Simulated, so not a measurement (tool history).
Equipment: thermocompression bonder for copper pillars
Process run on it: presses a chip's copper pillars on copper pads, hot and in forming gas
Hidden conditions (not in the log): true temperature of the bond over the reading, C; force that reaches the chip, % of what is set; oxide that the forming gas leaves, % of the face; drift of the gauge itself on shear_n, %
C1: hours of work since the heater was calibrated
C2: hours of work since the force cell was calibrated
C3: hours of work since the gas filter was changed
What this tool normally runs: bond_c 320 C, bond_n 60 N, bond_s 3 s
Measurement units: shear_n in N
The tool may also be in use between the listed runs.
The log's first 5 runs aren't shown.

Run 6, hour 80.7: usual settings but bond_n 42 N; C1 334; C2 334; C3 271. Result: shear_n 41.9 N.
Run 7, hour 93.4: usual settings but bond_s 2 s; C1 344; C2 344; C3 281. Result: shear_n 50.3 N.
Run 8, hour 105.2: usual settings but bond_s 7 s; C1 352; C2 352; C3 289. Result: shear_n 69.2 N.
Run 9, hour 121.4: usual settings; C1 364; C2 364; C3 301. Result: shear_n 57.1 N.
Run 10, hour 135.6: usual settings; C1 375; C2 375; C3 312. Result: shear_n 57.4 N.
Run 11, hour 152.6: usual settings; C1 387; C2 387; C3 324. Result: shear_n 57.3 N.
Run 12, hour 163: usual settings; C1 395; C2 395; C3 332. Result: shear_n 56.9 N.
At hour 171.2: forming gas filter changed.
Run 13, hour 178: usual settings; C1 405; C2 405; C3 5. Result: shear_n 58 N.
Run 14, hour 194.1: usual settings but bond_s 4 s; C1 417; C2 417; C3 17. Result: shear_n 62.1 N.
Run 15, hour 206.1: usual settings but bond_s 4 s; C1 426; C2 426; C3 26. Result: shear_n 61.9 N.
Run 16, hour 217.5: usual settings but bond_s 4 s; C1 434; C2 434; C3 34. Result: shear_n 62.1 N.
Run 17, hour 231.7: usual settings but bond_s 4 s; C1 445; C2 445; C3 44. Result: shear_n 62.4 N.
Run 18, hour 247.1: usual settings; C1 456; C2 456; C3 56. Result: shear_n 58.1 N.
Run 19, hour 264.5: usual settings; C1 469; C2 469; C3 68. Result: shear_n 57.3 N.
Run 20, hour 275.7: usual settings; C1 477; C2 477; C3 77. Result: shear_n 58.2 N.
Run 21, hour 286.9: usual settings but bond_s 2 s; C1 485; C2 485; C3 85. Result: shear_n 51.1 N.
Run 22, hour 303.4: usual settings but bond_s 2 s; C1 497; C2 497; C3 97. Result: shear_n 51.3 N.
At hour 308.7: gauge calibrated.
Run 23, hour 320.9: usual settings but bond_n 84 N, bond_s 7 s; C1 510; C2 510; C3 110. Result: shear_n 77.5 N.

Run 24 comes next. What will it give?
Run 24, hour 330.5: usual settings but bond_c 334 C, bond_n 65 N; C1 517; C2 517; C3 117. Result: shear_n ?.

Run 24 produced shear_n 67.4 N.
With no hidden state in the tool, this same run would have given shear_n 67.3 N.
